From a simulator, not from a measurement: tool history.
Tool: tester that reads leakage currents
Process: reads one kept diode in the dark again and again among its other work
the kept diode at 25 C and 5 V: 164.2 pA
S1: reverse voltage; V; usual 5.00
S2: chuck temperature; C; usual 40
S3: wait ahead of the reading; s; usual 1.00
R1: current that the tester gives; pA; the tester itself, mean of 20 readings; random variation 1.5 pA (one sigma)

run 1 hour=0.0 | S1=5.00 S2=40 S3=1.00 | R1=510.33
run 2 hour=173.2 | S1=5.00 S2=20 S3=1.00 | R1=109.21
run 3 hour=346.5 | S1=5.63 S2=40 S3=1.00 | R1=530.04
run 4 hour=515.5 | S1=5.00 S2=40 S3=0.44 | R1=512.12
run 5 hour=673.9 | S1=5.00 S2=40 S3=0.44 | R1=509.31
-- hour=767.0 chuck's temperature calibrated
-- hour=804.5 probe card cleaned and baked
run 6 hour=848.6 | S1=5.00 S2=40 S3=0.47 | R1=512.44
run 7 hour=1024.3 | S1=5.00 S2=40 S3=0.47 | R1=512.29
run 8 hour=1227.6 | S1=5.00 S2=40 S3=0.47 | R1=508.79
run 9 hour=1329.4 | S1=5.00 S2=40 S3=1.00 | R1=511.14
run 10 hour=1532.8 | S1=5.00 S2=40 S3=1.00 | R1=511.91
-- hour=1750.9 tester calibrated
run 11 hour=1750.9 | S1=5.00 S2=40 S3=1.00 | R1=514.63
run 12 hour=1907.5 | S1=5.00 S2=40 S3=1.00 | R1=510.11
run 13 hour=2038.7 | S1=5.00 S2=40 S3=1.00 | R1=511.29
run 14 hour=2269.3 | S1=5.00 S2=55 S3=1.00 | R1=1427.86
-- hour=2347.4 chuck's temperature calibrated
run 15 hour=2371.1 | S1=5.00 S2=55 S3=1.00 | R1=1427.84
run 16 hour=2593.0 | S1=5.00 S2=55 S3=1.00 | R1=1437.47
run 17 hour=2706.7 | S1=10.28 S2=40 S3=2.15 | R1=648.33
run 18 hour=2837.1 | S1=5.77 S2=29 S3=2.54 | R1=235.64
run 19 hour=2937.0 | S1=13.48 S2=58 S3=0.93 | R1=2429.05
run 20 hour=3137.2 | S1=2.31 S2=43 S3=2.50 | R1=489.23
run 21 hour=3240.7 | S1=2.57 S2=28 S3=2.50 | R1=166.53
run 22 hour=3468.9 | S1=1.59 S2=41 S3=0.43 | R1=377.61
run 23 hour=3596.1 | S1=3.76 S2=41 S3=0.74 | R1=497.33
run 24 hour=3732.8 | S1=3.76 S2=41 S3=0.74 | R1=498.36
run 25 hour=3881.6 | S1=3.76 S2=41 S3=0.74 | R1=498.78
-- hour=3926.2 chuck's temperature calibrated
run 26 hour=4105.9 | S1=1.31 S2=58 S3=0.89 | R1=1122.91
run 27 hour=4211.5 | S1=1.31 S2=58 S3=0.89 | R1=1123.12
run 28 hour=4368.4 | S1=2.18 S2=57 S3=0.32 | R1=1237.10
run 29 hour=4575.1 | S1=2.28 S2=44 S3=1.00 | R1=522.62
run 30 hour=4707.8 | S1=5.00 S2=40 S3=1.06 | R1=507.78
run 31 hour=4843.6 | S1=5.00 S2=40 S3=6.32 | R1=509.08

3 ways to go on from here, each from the tool as it stands after run 31. What would each give?
run A hour=5048.3 | S1=5.00 S2=51 S3=6.32 | R1=?
run B hour=5048.3 | S1=12.35 S2=26 S3=6.32 | R1=?
run C hour=5048.3 | S1=5.00 S2=40 S3=0.88 | R1=?

run=A R1=1096.62
run=B R1=241.55
run=C R1=516.61
Without the tool's hidden state the same runs would have given:
run=A R1=1097.90
run=B R1=241.87
run=C R1=517.26
